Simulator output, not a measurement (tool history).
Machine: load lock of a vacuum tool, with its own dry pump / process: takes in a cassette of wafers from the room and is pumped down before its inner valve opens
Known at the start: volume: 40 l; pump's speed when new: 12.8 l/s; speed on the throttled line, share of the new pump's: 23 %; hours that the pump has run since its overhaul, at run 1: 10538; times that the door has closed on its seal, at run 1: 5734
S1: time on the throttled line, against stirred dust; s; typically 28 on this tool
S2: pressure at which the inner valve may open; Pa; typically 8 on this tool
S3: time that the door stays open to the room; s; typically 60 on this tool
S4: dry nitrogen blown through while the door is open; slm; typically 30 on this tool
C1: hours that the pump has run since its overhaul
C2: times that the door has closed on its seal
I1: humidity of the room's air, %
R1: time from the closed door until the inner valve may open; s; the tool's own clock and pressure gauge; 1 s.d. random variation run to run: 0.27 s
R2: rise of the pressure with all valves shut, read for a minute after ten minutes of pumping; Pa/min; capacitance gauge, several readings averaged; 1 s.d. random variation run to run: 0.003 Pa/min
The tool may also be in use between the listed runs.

{"run": 1, "day": 0.0, "S1": 28, "S2": 8, "S3": 60, "S4": 30, "C1": 10538, "C2": 5734, "I1": 44.8, "R1": 51.3, "R2": 0.026}
{"run": 2, "day": 3.45, "S1": 28, "S2": 8, "S3": 80, "S4": 30, "C1": 10621, "C2": 5883, "I1": 46.1, "R1": 51.8, "R2": 0.027}
{"run": 3, "day": 7.862, "S1": 28, "S2": 15, "S3": 60, "S4": 30, "C1": 10727, "C2": 6073, "I1": 49.1, "R1": 49.5, "R2": 0.028}
{"run": 4, "day": 11.675, "S1": 28, "S2": 15, "S3": 60, "S4": 30, "C1": 10819, "C2": 6237, "I1": 44.7, "R1": 49.1, "R2": 0.024}
{"run": 5, "day": 14.283, "S1": 28, "S2": 8, "S3": 60, "S4": 7, "C1": 10881, "C2": 6350, "I1": 44.2, "R1": 51, "R2": 0.034}
{"run": 6, "day": 19.712, "S1": 19, "S2": 8, "S3": 60, "S4": 7, "C1": 11012, "C2": 6584, "I1": 44.5, "R1": 44, "R2": 0.034}
{"run": 7, "day": 24.162, "S1": 19, "S2": 8, "S3": 60, "S4": 7, "C1": 11118, "C2": 6775, "I1": 43.3, "R1": 43.9, "R2": 0.04}
{"run": 8, "day": 26.625, "S1": 28, "S2": 8, "S3": 38, "S4": 30, "C1": 11178, "C2": 6882, "I1": 44.2, "R1": 51.1, "R2": 0.024}
{"run": 9, "day": 29.971, "S1": 28, "S2": 8, "S3": 38, "S4": 30, "C1": 11258, "C2": 7026, "I1": 43.5, "R1": 51.3, "R2": 0.014}
{"run": 10, "day": 34.604, "S1": 28, "S2": 8, "S3": 38, "S4": 30, "C1": 11369, "C2": 7225, "I1": 45.4, "R1": 51.4, "R2": 0.024}
{"run": 11, "day": 40.558, "S1": 28, "S2": 8, "S3": 38, "S4": 30, "C1": 11512, "C2": 7482, "I1": 42.5, "R1": 51.3, "R2": 0.021}
{"run": 12, "day": 44.471, "S1": 28, "S2": 8, "S3": 38, "S4": 30, "C1": 11606, "C2": 7651, "I1": 45.2, "R1": 51.3, "R2": 0.019}
{"run": 13, "day": 48.662, "S1": 28, "S2": 8, "S3": 38, "S4": 30, "C1": 11706, "C2": 7831, "I1": 45.4, "R1": 51.5, "R2": 0.019}
{"run": 14, "day": 52.033, "S1": 37, "S2": 8, "S3": 38, "S4": 30, "C1": 11787, "C2": 7977, "I1": 49.1, "R1": 57.9, "R2": 0.027}
{"run": 15, "day": 57.075, "S1": 48, "S2": 8, "S3": 38, "S4": 30, "C1": 11908, "C2": 8194, "I1": 46.5, "R1": 67, "R2": 0.027}
{"run": 16, "day": 60.879, "S1": 48, "S2": 8, "S3": 38, "S4": 30, "C1": 12000, "C2": 8358, "I1": 46.4, "R1": 67.3, "R2": 0.018}
{"day": 61.892, "done": "dry pump taken out, an overhauled one fitted"}
{"run": 17, "day": 64.733, "S1": 28, "S2": 8, "S3": 60, "S4": 30, "C1": 68, "C2": 8513, "I1": 39.7, "R1": 51.1, "R2": 0.022}
{"run": 18, "day": 68.775, "S1": 28, "S2": 8, "S3": 60, "S4": 43, "C1": 165, "C2": 8687, "I1": 47.8, "R1": 51.1, "R2": 0.022}
{"run": 19, "day": 71.617, "S1": 28, "S2": 8, "S3": 60, "S4": 30, "C1": 233, "C2": 8810, "I1": 42.3, "R1": 51.1, "R2": 0.021}
{"run": 20, "day": 74.838, "S1": 28, "S2": 8, "S3": 60, "S4": 30, "C1": 311, "C2": 8948, "I1": 48.8, "R1": 51.2, "R2": 0.023}
{"run": 21, "day": 77.904, "S1": 28, "S2": 11, "S3": 60, "S4": 8, "C1": 384, "C2": 9081, "I1": 44.2, "R1": 50.4, "R2": 0.04}
{"run": 22, "day": 82.033, "S1": 28, "S2": 15, "S3": 60, "S4": 16, "C1": 483, "C2": 9259, "I1": 44.7, "R1": 49.3, "R2": 0.033}
{"run": 23, "day": 86.362, "S1": 28, "S2": 15, "S3": 60, "S4": 16, "C1": 587, "C2": 9445, "I1": 44.1, "R1": 49.7, "R2": 0.031}
{"run": 24, "day": 90.821, "S1": 21, "S2": 15, "S3": 41, "S4": 22, "C1": 694, "C2": 9637, "I1": 45.1, "R1": 44.1, "R2": 0.024}
{"run": 25, "day": 95.192, "S1": 21, "S2": 15, "S3": 41, "S4": 22, "C1": 799, "C2": 9826, "I1": 46, "R1": 43.9, "R2": 0.026}
{"run": 26, "day": 98.812, "S1": 21, "S2": 15, "S3": 41, "S4": 22, "C1": 886, "C2": 9982, "I1": 43.9, "R1": 43.7, "R2": 0.023}
{"run": 27, "day": 103.962, "S1": 21, "S2": 15, "S3": 41, "S4": 22, "C1": 1010, "C2": 10204, "I1": 44.5, "R1": 44.2, "R2": 0.022}

Predict the results of run 28:
{"run": 28, "day": 108.833, "S1": 24, "S2": 7, "S3": 26, "S4": 9, "C1": 1127, "C2": 10414, "I1": 50.8, "R1": "?", "R2": "?"}

{"run 28": {"R1": 48.5, "R2": 0.028}}
With no hidden state in the tool, this same run would have given R1 48.5 s, R2 0.027 Pa/min.
